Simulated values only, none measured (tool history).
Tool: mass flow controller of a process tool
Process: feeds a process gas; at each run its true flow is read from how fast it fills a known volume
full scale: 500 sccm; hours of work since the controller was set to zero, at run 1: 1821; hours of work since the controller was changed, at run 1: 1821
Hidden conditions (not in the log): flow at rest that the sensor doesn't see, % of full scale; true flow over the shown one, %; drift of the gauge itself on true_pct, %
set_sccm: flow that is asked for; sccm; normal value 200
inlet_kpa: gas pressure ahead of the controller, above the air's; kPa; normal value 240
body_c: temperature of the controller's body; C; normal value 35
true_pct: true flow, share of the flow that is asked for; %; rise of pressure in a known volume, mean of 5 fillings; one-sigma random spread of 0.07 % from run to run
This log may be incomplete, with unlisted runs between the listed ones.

run     hour  set_sccm  inlet_kpa  body_c  hours of work since the controller was set to zero  hours of work since the controller was changed  true_pct
  1        0       200        240      35                                                1821                                            1821     96.57
  2    187.5       200        240      35                                                1926                                            1926     96.56
  3    413.8       200        240      35                                                2053                                            2053     96.51
  4      616        79        240      35                                                2167                                            2167     94.26
  5    787.7        79        240      35                                                2263                                            2263      94.2
  6    978.3        79        240      35                                                2370                                            2370     94.02
  7   1247.9        79        240      35                                                2521                                            2521     93.95
  8   1512.3        79        240      35                                                2669                                            2669     93.74
  9   1719.1       144        240      35                                                2785                                            2785     95.17
 10   1854.4       200        240      22                                                2861                                            2861     96.11
 11   2110.5       200        240      35                                                3005                                            3005     95.71
 12   2400.8       200        240      35                                                3168                                            3168     95.74
 13   2671.3       200        240      35                                                3319                                            3319      95.5
 14   2975.5       200        240      35                                                3490                                            3490     95.48
 15   3152.9       200        175      35                                                3589                                            3589     95.42
 16   3422.8       200        240      35                                                3741                                            3741     95.26
 17   3698.8       200        240      35                                                3895                                            3895     95.08
 18   3911.5       438        240      35                                                4015                                            4015     97.31
      3930.3  -- controller's zero set anew
 19   4191.2       200        240      35                                                 146                                            4171     94.25
      4401.6  -- controller's zero set anew, once more
 20   4414.4       200        240      35                                                   7                                            4296     96.34
 21   4716.5       200        182      35                                                 177                                            4466     96.22
 22   4861.8       200        182      35                                                 258                                            4547     96.12
 23   5030.4       200        240      35                                                 353                                            4642     96.15
 24   5333.5       200        240      35                                                 523                                            4812     95.92
 25     5529       111        250      35                                                 632                                            4921     95.14
 26   5768.1        69        179      35                                                 766                                            5055     94.17
 27   5898.9        96        149      22                                                 840                                            5129     95.08
 28   6079.2       196        240      35                                                 941                                            5230     95.64
 29   6274.2        58        266      33                                                1050                                            5339     93.38
 30   6425.8       147        214      20                                                1135                                            5424     95.53
 31   6716.6        73        241      20                                                1298                                            5587        94
 32   6894.4        73        189      28                                                1398                                            5687      93.7
 33   7156.7        73        189      28                                                1545                                            5834     93.44
 34   7326.5       200        193      30                                                1640                                            5929     95.41
 35   7621.2       200        261      23                                                1805                                            6094     95.28
 36   7914.8       419        179      29                                                1970                                            6259     96.96
 37     8086       200        179      33                                                2066                                            6355      95.1
 38   8231.5       200        246      39                                                2148                                            6437     94.74
 39   8358.3       124        148      30                                                2219                                            6508        94
 40   8567.8        96        221      29                                                2336                                            6625     93.34
 41   8865.8        96        151      39                                                2503                                            6792     92.89
 42   9163.8       242        158      35                                                2671                                            6960     95.07
 43   9451.9       242        158      35                                                2832                                            7121     94.97
 44   9739.2       200        261      21                                                2993                                            7282     94.63
 45   9997.1       213        261      38                                                3138                                            7427     94.05
 46  10163.8       213        261      38                                                3231                                            7520     94.19
 47  10474.6        68        163      24                                                3406                                            7695     91.03
 48    10685       214        240      25                                                3524                                            7813     94.44

Each row is a separate what-if for the run after 48, all from the same tool condition, not one after another. Results?
  A  10919.3        64        240      38                                                3655                                            7944         ?
  B  10919.3       214        206      38                                                3655                                            7944         ?
  C  10919.3       277        152      25                                                3655                                            7944         ?

run  true_pct
  A     89.86
  B     93.91
  C     95.05
Stripped of hidden state, with their random variation kept, the same runs would have yielded:
run  true_pct
  A     96.97
  B     97.83
  C     98.66
